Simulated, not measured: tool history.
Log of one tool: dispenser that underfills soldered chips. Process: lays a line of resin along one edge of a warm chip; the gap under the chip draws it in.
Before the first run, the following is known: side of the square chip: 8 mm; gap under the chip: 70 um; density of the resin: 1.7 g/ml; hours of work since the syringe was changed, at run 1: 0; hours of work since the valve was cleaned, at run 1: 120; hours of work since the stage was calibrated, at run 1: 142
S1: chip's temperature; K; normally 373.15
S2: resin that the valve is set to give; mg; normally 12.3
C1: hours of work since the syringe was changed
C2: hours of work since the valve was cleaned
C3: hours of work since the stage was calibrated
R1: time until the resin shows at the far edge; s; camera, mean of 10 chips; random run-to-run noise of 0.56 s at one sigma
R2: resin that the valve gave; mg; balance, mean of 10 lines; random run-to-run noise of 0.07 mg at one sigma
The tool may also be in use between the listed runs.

run,hour,S1,S2,C1,C2,C3,R1,R2
1,0,373.15,12.3,0,120,142,50.6,10.99
2,2.4,373.15,12.3,2,122,144,56.9,11
3,5.7,373.15,12.3,4,125,146,68.6,10.97
# hour 7.1: new syringe of resin
4,10.2,373.15,12.3,2,128,149,57.6,11.06
# hour 12.1: dispensing valve cleaned and set on the balance
5,13.4,373.15,10.8,4,1,151,67.3,10.68
# hour 15.5: new syringe of resin
6,16.2,384.15,10.8,0,3,152,37,10.68
7,20.4,384.15,10.8,4,6,155,47.3,10.81
# hour 23: new syringe of resin
8,25.3,373.15,12.3,2,9,159,53.5,12.17
9,28.9,373.15,12.3,4,12,161,65.8,12.27
# hour 30.6: new syringe of resin
10,33.6,373.15,10.9,2,15,164,59.1,10.82
11,37.5,373.15,13.3,5,18,167,70.6,13.03
# hour 38.2: new syringe of resin
12,40.1,373.15,13.3,1,19,169,53.4,13.03
13,43.7,373.15,13.3,4,22,171,64.8,13.02
# hour 45.9: new syringe of resin
14,48.7,383.15,12.3,2,25,175,41.3,11.97
# hour 53.3: new syringe of resin
15,53.5,380.15,12.3,0,29,178,38.1,12.09
16,56,359.15,14.5,2,30,180,82.2,14.05
17,58.8,386.15,12.6,4,32,182,43.4,12.22
# hour 60.9: new syringe of resin
18,64,380.15,10.5,2,36,185,47.1,10.2
19,67.9,368.15,14.2,5,39,188,80.9,13.53
# hour 68.4: new syringe of resin
20,71.7,370.15,15.2,2,41,191,61,14.58
21,74.8,381.15,12,5,44,193,55.1,11.6
# hour 76: new syringe of resin
22,79.7,376.15,13.4,3,47,196,52.7,12.77
23,82.2,375.15,11.8,4,49,198,63.7,11.2
# hour 83.7: new syringe of resin
24,86.6,381.15,13.2,2,52,201,43.8,12.59
25,89,381.15,13.2,4,53,203,50.7,12.5

4 ways to go on from here, each from the tool as it stands after run 25. What would each give?
# hour 91.4: new syringe of resin
A,93,385.15,13.2,1,56,206,?,?
# hour 91.4: new syringe of resin
B,93,374.15,15.7,1,56,206,?,?
# hour 91.4: new syringe of resin
C,93,360.15,13.2,1,56,206,?,?
# hour 91.4: new syringe of resin
D,93,382.15,13.2,1,56,206,?,?

run,R1,R2
A,37.1,12.43
B,50.2,14.86
C,79.6,12.48
D,40,12.54
With no hidden state in the tool, these same runs would have given:
run,R1,R2
A,33.1,13.13
B,44.9,15.69
C,71,13.18
D,35.7,13.24
